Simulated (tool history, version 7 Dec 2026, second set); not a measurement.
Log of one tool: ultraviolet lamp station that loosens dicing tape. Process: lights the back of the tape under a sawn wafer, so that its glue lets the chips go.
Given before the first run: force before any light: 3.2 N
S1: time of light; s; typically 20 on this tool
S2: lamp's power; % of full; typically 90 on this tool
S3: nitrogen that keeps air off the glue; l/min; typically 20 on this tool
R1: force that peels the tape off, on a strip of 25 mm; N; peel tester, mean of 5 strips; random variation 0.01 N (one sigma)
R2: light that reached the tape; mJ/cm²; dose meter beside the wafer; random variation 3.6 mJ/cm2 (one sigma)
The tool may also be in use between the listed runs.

run   hour  S1  S2  S3     R1   R2
  1    0.0  20  90  20  0.662  428
  2   67.8  19  90  20  0.776  392
  3  134.0  19  90  20  0.757  381
     165.2  -- window cleaned of glue's vapour
  4  173.2  19  90  20  0.639  447
  5  229.1  19  90  20  0.665  435
  6  295.0  26  90  20  0.448  580
  7  335.2  20  90  20  0.647  440
  8  395.3  20  76  20  0.833  365
  9  467.0  20  76  20  0.881  353
 10  526.5  20  76  20  0.871  345
 11  594.1  10  83   7  1.869  180
 12  646.2  29  66  36  0.600  407
 13  679.8  29  66  36  0.633  400
 14  734.6  25  64  36  0.816  332
     750.8  -- window cleaned of glue's vapour
 15  772.9  26  90  10  0.638  558
 16  839.3  17  89  23  0.850  353

Each row is a separate what-if for the run after 16, all from the same tool condition, not one after another. Results?
     851.5  -- lamp changed
  A  885.8  20  83  20   ?   ?
     851.5  -- lamp changed
  B  885.8  28  66   9   ?   ?
     851.5  -- lamp changed
  C  885.8  20  63  22   ?   ?
     851.5  -- lamp changed
  D  885.8  17  83  15   ?   ?

run     R1   R2
  A  0.524  519
  B  0.635  574
  C  0.710  394
  D  0.706  443
With the hidden condition removed and each run's random variation left untouched, the same runs would have given:
run     R1   R2
  A  0.490  546
  B  0.594  605
  C  0.666  415
  D  0.662  467

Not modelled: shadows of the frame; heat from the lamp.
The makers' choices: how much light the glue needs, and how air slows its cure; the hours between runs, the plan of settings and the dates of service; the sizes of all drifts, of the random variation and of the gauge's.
